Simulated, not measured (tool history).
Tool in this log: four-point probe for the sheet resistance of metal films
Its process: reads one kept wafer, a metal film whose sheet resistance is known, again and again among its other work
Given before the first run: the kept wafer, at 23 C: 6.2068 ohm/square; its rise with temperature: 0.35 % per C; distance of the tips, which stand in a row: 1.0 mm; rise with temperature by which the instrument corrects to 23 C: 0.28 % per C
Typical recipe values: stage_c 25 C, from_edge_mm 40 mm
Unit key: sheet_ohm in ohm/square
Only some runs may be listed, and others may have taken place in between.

run,hour,stage_c,from_edge_mm,sheet_ohm
1,0,25,40,6.278666
2,105.3,25,40,6.281053
3,242.3,25,40,6.281813
4,336.4,25,11,6.31079
5,402.9,25,40,6.286299
6,524,25,40,6.287705
7,597.1,25,40,6.292631
8,703.8,25,40,6.2926
9,812.6,25,40,6.296033
10,875.1,25,40,6.294684
11,974.4,25,40,6.29815
12,1111.8,25,40,6.299951
13,1212.7,25,40,6.302265
14,1306.9,25,40,6.303128
15,1393.7,25,40,6.293651
16,1524.7,25,42,6.295892
17,1620.5,25,42,6.296778
18,1676.8,25,42,6.299094
19,1801,24,42,6.296994
20,1934.9,24,42,6.30188
21,1994.5,19,16,6.292528
22,2121.1,24,6,6.301927
23,2188.5,30,5,6.368788
24,2315.8,30,5,6.368393
25,2436,30,5,6.376018
26,2497.6,18,11,6.224573
27,2615.8,21,6,6.300208
28,2731.9,21,6,6.303466
29,2853.1,23,66,6.222888
30,2933.3,22,24,6.225509
31,3001.5,25,24,6.238811
32,3121.4,25,24,6.24062
33,3233.5,27,7,6.314281
34,3321.7,27,7,6.315029
35,3378.4,33,4,6.476327
36,3455.1,33,4,6.477932
37,3572.2,19,49,6.22217
38,3629.8,27,19,6.262995
39,3694.8,27,57,6.256154
40,3808,35,5,6.422251

Not shown here: 2 entries made in the log between runs. Locate each between two listed runs and compare the hidden state at the listed run before it with the hidden state at the listed run after it:
Logged between run 14 and run 15: stage's thermometer calibrated (hour 1348.7)
  inner tips' distance over the nominal, %: 1.098 -> 1.119; tips' flats over new ones', %: 66 -> 67; wafer's true temperature over the reading, C: 0.61 -> 0.02
  measured minus no-state result, sheet_ohm: +0.087244 -> +0.075825 ohm/square
Logged between run 21 and run 22: new probe head fitted (hour 2077.9)
  inner tips' distance over the nominal, %: 1.276 -> -0.023; tips' flats over new ones', %: 76 -> 1; wafer's true temperature over the reading, C: 0.1 -> 0.12
  measured minus no-state result, sheet_ohm: +0.087962 -> +0.000953 ohm/square

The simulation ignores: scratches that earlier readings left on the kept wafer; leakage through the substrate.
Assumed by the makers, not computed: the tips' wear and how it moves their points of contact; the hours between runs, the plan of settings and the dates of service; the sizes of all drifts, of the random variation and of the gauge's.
